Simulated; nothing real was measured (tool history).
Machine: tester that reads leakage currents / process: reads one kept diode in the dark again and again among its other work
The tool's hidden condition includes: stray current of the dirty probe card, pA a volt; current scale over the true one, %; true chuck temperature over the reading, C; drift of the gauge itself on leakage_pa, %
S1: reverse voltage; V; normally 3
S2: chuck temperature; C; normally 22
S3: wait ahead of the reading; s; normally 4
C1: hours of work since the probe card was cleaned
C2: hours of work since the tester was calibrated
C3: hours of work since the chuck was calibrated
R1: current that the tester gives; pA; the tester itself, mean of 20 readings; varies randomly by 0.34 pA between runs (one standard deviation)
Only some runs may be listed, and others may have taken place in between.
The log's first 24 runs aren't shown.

| run | day | S1 | S2 | S3 | C1 | C2 | C3 | R1 |
|---|---|---|---|---|---|---|---|---|
| 25 | 44.275 | 1.64 | 28 | 1.41 | 935 | 1235 | 1005 | 142.89 |
| 26 | 45.938 | 9.05 | 38 | 8.77 | 963 | 1263 | 1034 | 671.12 |
| 27 | 47.554 | 12.69 | 31 | 3.36 | 991 | 1291 | 1061 | 443.11 |
|  | 48.504 | probe card cleaned and baked |
| 28 | 49.229 | 4.26 | 59 | 0.3 | 12 | 1318 | 1088 | 2282.09 |
| 29 | 51.358 | 4.26 | 59 | 0.3 | 49 | 1355 | 1125 | 2289.4 |
| 30 | 53.654 | 4.26 | 59 | 2.23 | 89 | 1394 | 1164 | 2294.81 |
| 31 | 54.971 | 3 | 22 | 0.62 | 111 | 1417 | 1187 | 110.76 |
| 32 | 57.517 | 16.42 | 22 | 0.62 | 155 | 1461 | 1231 | 232.45 |
| 33 | 59.662 | 3 | 57 | 1.39 | 192 | 1498 | 1268 | 1709.61 |
| 34 | 61.721 | 1.89 | 28 | 0.5 | 228 | 1533 | 1303 | 151.93 |
| 35 | 64.067 | 1.89 | 28 | 0.5 | 268 | 1573 | 1344 | 150.88 |
| 36 | 66.029 | 3 | 22 | 0.49 | 302 | 1607 | 1377 | 111.87 |
| 37 | 68.083 | 10.26 | 38 | 4 | 337 | 1643 | 1413 | 706.03 |
| 38 | 70.721 | 10.26 | 38 | 4 | 383 | 1688 | 1458 | 707.14 |
| 39 | 72.108 | 10.26 | 38 | 4 | 407 | 1712 | 1482 | 711.05 |
|  | 72.738 | chuck's temperature calibrated |
| 40 | 74.075 | 5.25 | 27 | 4 | 439 | 1744 | 23 | 217.37 |

4 options for the next run, each taken on its own from the tool as it stands now. Forecast them:
| A | 75.546 | 14.64 | 32 | 3.13 | 464 | 1770 | 48 | ? |
| B | 75.546 | 3 | 22 | 2.3 | 464 | 1770 | 48 | ? |
| C | 75.546 | 2.23 | 23 | 0.93 | 464 | 1770 | 48 | ? |
| D | 75.546 | 2.04 | 22 | 4 | 464 | 1770 | 48 | ? |

| run | R1 |
|---|---|
| A | 509.28 |
| B | 110.83 |
| C | 105.77 |
| D | 93.21 |
Stripped of hidden state, with their random variation kept, the same runs would have yielded:
| run | R1 |
|---|---|
| A | 509.2 |
| B | 110.82 |
| C | 105.75 |
| D | 93.19 |
